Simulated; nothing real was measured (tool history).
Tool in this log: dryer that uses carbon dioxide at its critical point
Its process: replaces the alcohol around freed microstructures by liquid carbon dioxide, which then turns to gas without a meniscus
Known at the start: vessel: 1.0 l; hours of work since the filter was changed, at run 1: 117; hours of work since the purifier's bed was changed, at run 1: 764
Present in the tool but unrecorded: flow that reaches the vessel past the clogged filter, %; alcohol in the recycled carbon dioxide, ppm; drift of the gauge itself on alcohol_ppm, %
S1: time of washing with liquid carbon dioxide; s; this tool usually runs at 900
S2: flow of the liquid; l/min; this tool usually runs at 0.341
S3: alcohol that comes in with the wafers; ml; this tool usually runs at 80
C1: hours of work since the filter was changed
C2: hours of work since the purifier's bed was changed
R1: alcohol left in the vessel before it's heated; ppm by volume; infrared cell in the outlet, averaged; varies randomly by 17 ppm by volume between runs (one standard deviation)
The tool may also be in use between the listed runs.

run	hour	S1	S2	S3	C1	C2	R1
1	0.0	900	0.341	80	117	764	1361
2	25.6	900	0.341	80	136	783	1411
3	64.1	900	0.305	80	165	812	2264
4	92.0	900	0.305	80	187	834	2283
5	131.0	900	0.305	80	216	863	2318
# hour 160.1: inlet filter changed
6	172.9	900	0.341	80	10	894	1158
7	198.4	900	0.341	80	29	914	1223
8	239.3	900	0.341	80	60	945	1294
9	273.6	1020	0.341	80	86	971	806
10	299.1	900	0.341	80	106	990	1332
11	321.8	900	0.249	80	123	1007	4002
12	348.4	900	0.249	80	143	1028	4057
13	378.5	900	0.249	117	166	1051	6085
14	417.8	900	0.249	117	196	1080	6283
15	441.1	900	0.341	80	214	1098	1550
# hour 473.9: inlet filter changed
16	481.3	720	0.227	80	6	1128	8450
17	515.4	720	0.227	80	32	1154	8536
18	560.2	900	0.341	44	66	1188	788
19	587.6	900	0.341	44	86	1209	832
20	632.0	900	0.341	44	120	1242	856
21	650.4	900	0.341	44	134	1256	878
22	687.5	840	0.336	100	162	1285	2579
23	722.9	900	0.341	85	189	1312	1732
24	760.0	900	0.341	85	217	1340	1825
# hour 787.7: inlet filter changed
25	790.5	900	0.341	85	2	1362	1258
26	819.3	900	0.316	42	24	1384	953
27	862.0	900	0.316	42	56	1416	1019
28	882.9	720	0.321	35	72	1432	1656
# hour 906.2: purifier's bed changed
29	910.7	1260	0.400	76	91	3	84
30	949.8	900	0.392	107	121	33	943

Branching from run 30: 5 alternative next runs. What would each branch give?
A	994.7	900	0.463	80	155	67	?
B	994.7	600	0.468	63	155	67	?
C	994.7	900	0.532	107	155	67	?
D	994.7	780	0.481	37	155	67	?
E	994.7	900	0.408	76	155	67	?

run	R1
A	320
B	1503
C	204
D	264
E	569
What these runs would have given with no unlogged condition in the tool:
run	R1
A	225
B	1198
C	136
D	191
E	420
